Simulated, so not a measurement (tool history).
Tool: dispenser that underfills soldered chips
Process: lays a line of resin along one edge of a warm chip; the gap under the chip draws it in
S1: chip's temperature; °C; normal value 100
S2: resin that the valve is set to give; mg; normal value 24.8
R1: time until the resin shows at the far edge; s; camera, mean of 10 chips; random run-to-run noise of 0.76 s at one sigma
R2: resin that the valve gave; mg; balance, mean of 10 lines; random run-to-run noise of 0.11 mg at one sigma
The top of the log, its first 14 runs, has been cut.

At hour 60.0: new syringe of resin.
Run 15, hour 63.1: usual settings but S1 110 °C. Result: R1 58.2 s, R2 24.14 mg.
Run 16, hour 67.1: usual settings but S2 24.3 mg. Result: R1 91.6 s, R2 23.63 mg.
Run 17, hour 71.3: usual settings but S2 24.3 mg. Result: R1 101.4 s, R2 23.61 mg.
At hour 72.2: new syringe of resin.
Run 18, hour 74.8: usual settings. Result: R1 79.7 s, R2 24.12 mg.
Run 19, hour 78.5: usual settings but S1 108 °C, S2 27.4 mg. Result: R1 64.8 s, R2 26.52 mg.
At hour 84.5: new syringe of resin.
Run 20, hour 84.7: usual settings but S1 103 °C, S2 21.2 mg. Result: R1 68.7 s, R2 20.42 mg.
Run 21, hour 87.3: usual settings but S1 105 °C, S2 23.9 mg. Result: R1 66.2 s, R2 22.99 mg.
Run 22, hour 89.8: usual settings but S1 86 °C, S2 22.5 mg. Result: R1 140.2 s, R2 21.77 mg.
Run 23, hour 93.9: usual settings but S1 86 °C, S2 22.5 mg. Result: R1 160.3 s, R2 21.39 mg.
At hour 97.1: new syringe of resin.
Run 24, hour 97.7: usual settings but S1 103 °C, S2 30.8 mg. Result: R1 64.1 s, R2 29.25 mg.
Run 25, hour 100.9: usual settings but S1 103 °C, S2 29.4 mg. Result: R1 71.4 s, R2 28.01 mg.
Run 26, hour 106.6: usual settings but S1 103 °C, S2 24.4 mg. Result: R1 86.2 s, R2 23.13 mg.
At hour 109.7: new syringe of resin.
Run 27, hour 112.5: usual settings but S1 103 °C, S2 24.4 mg. Result: R1 71.9 s, R2 23.24 mg.
Run 28, hour 116.1: usual settings but S1 103 °C, S2 24.4 mg. Result: R1 79.7 s, R2 23.09 mg.
Run 29, hour 118.5: usual settings but S1 98 °C, S2 27.7 mg. Result: R1 100.8 s, R2 26.41 mg.
Run 30, hour 121.0: usual settings but S1 99 °C, S2 23.9 mg. Result: R1 103.6 s, R2 22.45 mg.
At hour 122.4: new syringe of resin.
Run 31, hour 126.3: usual settings but S1 97 °C, S2 21.8 mg. Result: R1 92.4 s, R2 20.59 mg.
Run 32, hour 132.1: usual settings but S1 103 °C. Result: R1 85.9 s, R2 23.53 mg.
At hour 134.6: new syringe of resin.
Run 33, hour 137.9: usual settings but S1 103 °C. Result: R1 73.0 s, R2 23.27 mg.
Run 34, hour 141.0: usual settings but S1 103 °C. Result: R1 80.6 s, R2 23.26 mg.
Run 35, hour 144.7: usual settings but S1 106 °C, S2 26.6 mg. Result: R1 78.5 s, R2 25.05 mg.
At hour 147.5: dispensing valve cleaned and set on the balance.
At hour 148.2: new syringe of resin.
Run 36, hour 150.8: usual settings but S1 111 °C, S2 28.1 mg. Result: R1 54.4 s, R2 28.08 mg.

Below are 3 alternative next runs, each starting from the tool's condition after run 36. Predict each:
Run A, hour 154.1: usual settings but S1 113 °C, S2 27.1 mg. Result: R1 ?, R2 ?.
Run B, hour 154.1: usual settings but S2 22.6 mg. Result: R1 ?, R2 ?.
Run C, hour 154.1: usual settings but S1 88 °C, S2 25.1 mg. Result: R1 ?, R2 ?.

run     R1     R2
  A   55.2  27.04
  B   88.7  22.55
  C  133.8  25.11
Had the tool no hidden state, the same runs would have come out as:
run     R1     R2
  A   45.0  27.10
  B   72.1  22.60
  C  108.4  25.16
